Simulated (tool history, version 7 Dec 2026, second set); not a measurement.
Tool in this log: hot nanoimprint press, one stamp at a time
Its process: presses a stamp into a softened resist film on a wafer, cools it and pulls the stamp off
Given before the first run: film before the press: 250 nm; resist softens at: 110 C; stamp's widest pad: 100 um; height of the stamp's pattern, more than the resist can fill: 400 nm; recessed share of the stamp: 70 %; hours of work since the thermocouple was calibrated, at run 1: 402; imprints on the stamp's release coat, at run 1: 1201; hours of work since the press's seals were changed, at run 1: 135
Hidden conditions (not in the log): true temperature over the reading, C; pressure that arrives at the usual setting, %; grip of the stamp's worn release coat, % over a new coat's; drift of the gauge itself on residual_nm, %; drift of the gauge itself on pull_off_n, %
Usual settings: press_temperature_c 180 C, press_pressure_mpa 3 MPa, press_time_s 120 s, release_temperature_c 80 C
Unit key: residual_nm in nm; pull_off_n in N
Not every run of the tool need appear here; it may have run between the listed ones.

| run | hour | press_temperature_c | press_pressure_mpa | press_time_s | release_temperature_c | hours of work since the thermocouple was calibrated | imprints on the stamp's release coat | hours of work since the press's seals were changed | residual_nm | pull_off_n |
|---|---|---|---|---|---|---|---|---|---|---|
| 1 | 0 | 180 | 3 | 120 | 80 | 402 | 1201 | 135 | 127.9 | 378 |
| 2 | 23.3 | 180 | 3 | 120 | 80 | 417 | 1290 | 150 | 128.3 | 377 |
| 3 | 35 | 180 | 3 | 120 | 80 | 424 | 1334 | 157 | 129.8 | 383 |
| 4 | 57.1 | 180 | 3 | 120 | 80 | 438 | 1418 | 171 | 129.4 | 396 |
| 5 | 70.1 | 180 | 3 | 120 | 80 | 446 | 1467 | 179 | 130.9 | 408 |
| 6 | 82.7 | 180 | 3 | 120 | 78 | 454 | 1514 | 187 | 129.1 | 432 |
| 7 | 103.3 | 180 | 3 | 70 | 78 | 467 | 1592 | 200 | 152.1 | 457 |
| 8 | 122.8 | 180 | 3 | 120 | 80 | 479 | 1666 | 212 | 129.4 | 440 |
| 9 | 139 | 180 | 3 | 120 | 80 | 489 | 1727 | 222 | 129.7 | 432 |
| 10 | 162.8 | 180 | 3 | 120 | 80 | 504 | 1818 | 237 | 130.2 | 451 |
|  | 172.5 | stamp cleaned and given a new release coat |
| 11 | 189.1 | 180 | 3 | 120 | 80 | 517 | 62 | 250 | 131.8 | 251 |
|  | 200.2 | plate thermocouple calibrated |
| 12 | 217 | 187 | 3.7 | 128 | 80 | 10 | 157 | 265 | 74.6 | 247 |
| 13 | 230.8 | 174 | 3.7 | 128 | 78 | 19 | 209 | 274 | 139.7 | 268 |
| 14 | 243.1 | 178 | 3.88 | 97 | 80 | 27 | 255 | 282 | 124.5 | 254 |
| 15 | 254.6 | 178 | 3.88 | 97 | 80 | 34 | 299 | 289 | 124.4 | 258 |

Each row is a separate what-if for the run after 15, all from the same tool condition, not one after another. Results?
| A | 273.3 | 184 | 3 | 120 | 84 | 46 | 370 | 301 | ? | ? |
| B | 273.3 | 189 | 4.28 | 97 | 80 | 46 | 370 | 301 | ? | ? |
| C | 273.3 | 185 | 3 | 120 | 80 | 46 | 370 | 301 | ? | ? |
| D | 273.3 | 189 | 3 | 78 | 79 | 46 | 370 | 301 | ? | ? |
| E | 273.3 | 183 | 2.15 | 97 | 80 | 46 | 370 | 301 | ? | ? |

| run | residual_nm | pull_off_n |
|---|---|---|
| A | 99.6 | 236 |
| B | 70.5 | 275 |
| C | 97.4 | 254 |
| D | 92.1 | 268 |
| E | 135.7 | 273 |
Stripped of hidden state, with their random variation kept, the same runs would have yielded:
| run | residual_nm | pull_off_n |
|---|---|---|
| A | 98.7 | 205 |
| B | 69.4 | 239 |
| C | 96.5 | 220 |
| D | 91.2 | 232 |
| E | 135 | 237 |
